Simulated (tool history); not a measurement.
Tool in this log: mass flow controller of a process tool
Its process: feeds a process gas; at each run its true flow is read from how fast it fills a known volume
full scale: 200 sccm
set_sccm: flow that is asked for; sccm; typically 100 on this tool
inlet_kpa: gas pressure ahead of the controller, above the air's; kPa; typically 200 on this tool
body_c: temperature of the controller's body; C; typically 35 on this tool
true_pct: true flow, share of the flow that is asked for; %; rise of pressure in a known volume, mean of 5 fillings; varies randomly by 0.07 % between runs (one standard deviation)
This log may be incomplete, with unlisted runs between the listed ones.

run 1 hour=0.0 | set_sccm=100 inlet_kpa=200 body_c=35 | true_pct=99.27
run 2 hour=41.8 | set_sccm=100 inlet_kpa=200 body_c=35 | true_pct=99.30
run 3 hour=83.7 | set_sccm=100 inlet_kpa=200 body_c=35 | true_pct=99.29
run 4 hour=145.6 | set_sccm=100 inlet_kpa=200 body_c=35 | true_pct=99.27
run 5 hour=213.8 | set_sccm=100 inlet_kpa=200 body_c=35 | true_pct=99.16
run 6 hour=295.0 | set_sccm=100 inlet_kpa=200 body_c=35 | true_pct=99.11
run 7 hour=369.9 | set_sccm=100 inlet_kpa=200 body_c=35 | true_pct=99.25
run 8 hour=451.5 | set_sccm=100 inlet_kpa=200 body_c=35 | true_pct=99.02
run 9 hour=490.7 | set_sccm=100 inlet_kpa=200 body_c=22 | true_pct=99.95
-- hour=498.2 controller's zero set anew
run 10 hour=560.2 | set_sccm=100 inlet_kpa=190 body_c=35 | true_pct=99.15
run 11 hour=625.0 | set_sccm=100 inlet_kpa=190 body_c=35 | true_pct=99.09
run 12 hour=699.3 | set_sccm=100 inlet_kpa=146 body_c=35 | true_pct=99.37
run 13 hour=773.6 | set_sccm=100 inlet_kpa=200 body_c=35 | true_pct=99.12
run 14 hour=848.9 | set_sccm=100 inlet_kpa=200 body_c=35 | true_pct=98.92
run 15 hour=925.9 | set_sccm=100 inlet_kpa=200 body_c=35 | true_pct=99.01
-- hour=1006.7 controller's zero set anew, once more
run 16 hour=1011.7 | set_sccm=100 inlet_kpa=200 body_c=35 | true_pct=99.85
run 17 hour=1072.7 | set_sccm=100 inlet_kpa=200 body_c=35 | true_pct=99.83
run 18 hour=1108.8 | set_sccm=100 inlet_kpa=200 body_c=34 | true_pct=99.98
run 19 hour=1175.1 | set_sccm=116 inlet_kpa=200 body_c=35 | true_pct=99.87
run 20 hour=1213.6 | set_sccm=116 inlet_kpa=200 body_c=35 | true_pct=99.94
run 21 hour=1287.0 | set_sccm=116 inlet_kpa=200 body_c=35 | true_pct=99.97
run 22 hour=1364.4 | set_sccm=116 inlet_kpa=200 body_c=35 | true_pct=99.89
run 23 hour=1430.4 | set_sccm=116 inlet_kpa=200 body_c=35 | true_pct=99.90
run 24 hour=1518.2 | set_sccm=36 inlet_kpa=169 body_c=31 | true_pct=99.50
run 25 hour=1559.3 | set_sccm=32 inlet_kpa=246 body_c=23 | true_pct=99.36
run 26 hour=1643.6 | set_sccm=153 inlet_kpa=225 body_c=31 | true_pct=100.18
run 27 hour=1687.9 | set_sccm=91 inlet_kpa=213 body_c=35 | true_pct=99.61
run 28 hour=1774.3 | set_sccm=120 inlet_kpa=213 body_c=24 | true_pct=100.49

For run 29, what comes out?
run 29 hour=1846.5 | set_sccm=92 inlet_kpa=200 body_c=31 | true_pct=?

{"run 29": {"true_pct": 100.03}}
With no hidden state in the tool, this same run would have given true_pct 99.33 %.
